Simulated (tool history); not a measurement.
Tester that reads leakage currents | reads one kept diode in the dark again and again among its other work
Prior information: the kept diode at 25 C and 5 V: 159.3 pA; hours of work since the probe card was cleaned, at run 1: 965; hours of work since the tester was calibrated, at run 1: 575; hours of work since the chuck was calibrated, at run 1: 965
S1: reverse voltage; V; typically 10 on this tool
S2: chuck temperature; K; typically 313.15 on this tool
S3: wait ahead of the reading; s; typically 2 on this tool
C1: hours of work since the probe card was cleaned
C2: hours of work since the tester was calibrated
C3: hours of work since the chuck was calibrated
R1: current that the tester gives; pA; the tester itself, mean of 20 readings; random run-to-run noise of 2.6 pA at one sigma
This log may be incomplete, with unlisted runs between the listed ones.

run	hour	S1	S2	S3	C1	C2	C3	R1
1	0	10	313.15	2	965	575	965	875.09
2	185.3	10	313.15	2	1072	682	1072	875.33
# hour 266.7: chuck's temperature calibrated
3	326.9	10	313.15	2	1153	763	35	880.81
4	509.1	10	313.15	2	1259	868	140	880.99
5	747.7	6.9	313.15	2	1397	1006	279	714.01
6	989.8	6.9	313.15	2	1537	1147	419	710.43
7	1179.1	10	313.15	2	1647	1256	528	881.48
8	1376	10	313.15	8.03	1761	1370	643	880.15
9	1605.7	10	313.15	8.03	1894	1503	776	874.95
10	1895.3	10	313.15	8.03	2062	1671	943	875.66
11	2083.9	10	313.15	8.03	2171	1780	1053	876.66
# hour 2212.1: chuck's temperature calibrated
12	2303.5	10	313.15	8.03	2297	1906	53	876.02
13	2499.9	10	313.15	8.03	2411	2020	167	879.42
14	2646.3	10	313.15	8.03	2496	2105	252	883.8
15	2782.1	10	313.15	2	2574	2184	330	878.46
# hour 2936: probe card cleaned and baked
16	2994.9	10	313.15	2	34	2305	452	881.14
17	3263.9	3.4	313.15	2	190	2461	608	478.51
18	3495.9	3.4	313.15	2	324	2595	742	479.65
19	3706	3.4	313.15	2	446	2717	864	478.45
20	3837.8	2.4	309.15	6.6	522	2793	940	281.15
21	4009.9	2.4	309.15	6.6	622	2893	1040	280.91
# hour 4155.3: chuck's temperature calibrated
22	4237.3	3.5	324.15	2.41	753	3024	48	1181.43
23	4523.3	3.5	324.15	2.41	918	3189	213	1183.57
24	4792.8	10	304.15	0.33	1074	3345	369	409.15
25	5024.8	10	304.15	0.33	1209	3480	504	408.67
26	5172.3	10	327.15	6.31	1294	3565	589	2695.33
27	5299.7	10	327.15	6.31	1368	3639	663	2703.76
28	5566.1	19.2	294.15	0.59	1522	3793	817	236.39
29	5795.8	3.3	293.15	2	1655	3926	950	79.08
30	5975.3	3.3	293.15	2	1759	4030	1054	78.86
# hour 6091: chuck's temperature calibrated
31	6217.4	3.6	313.15	2	1898	4169	73	496.26
# hour 6275.5: tester calibrated
32	6392.3	3.6	313.15	2	1998	68	173	494.91
33	6681.3	3.6	313.15	2	2166	235	341	495.59
34	6950.2	14.5	313.15	0.76	2322	391	496	1082.74
35	7226.2	4.8	299.15	0.62	2482	551	656	171.39
36	7368.9	6.4	299.15	0.62	2564	633	739	202
37	7525.9	7.9	304.15	2	2655	724	830	355.9
# hour 7552: probe card cleaned and baked
38	7648.1	7.9	304.15	2	56	793	899	356.49

3 options for the next run, each taken on its own from the tool as it stands now. Forecast them:
A	7938.8	10	323.15	5.05	224	962	1067	?
B	7938.8	1.8	304.15	2.54	224	962	1067	?
C	7938.8	1.2	331.15	0.44	224	962	1067	?

run	R1
A	1978.96
B	154.11
C	1105.13
The same runs, with their run-to-run variation unchanged, on a tool lacking any hidden condition would have given:
run	R1
A	1981.02
B	154.29
C	1106.23

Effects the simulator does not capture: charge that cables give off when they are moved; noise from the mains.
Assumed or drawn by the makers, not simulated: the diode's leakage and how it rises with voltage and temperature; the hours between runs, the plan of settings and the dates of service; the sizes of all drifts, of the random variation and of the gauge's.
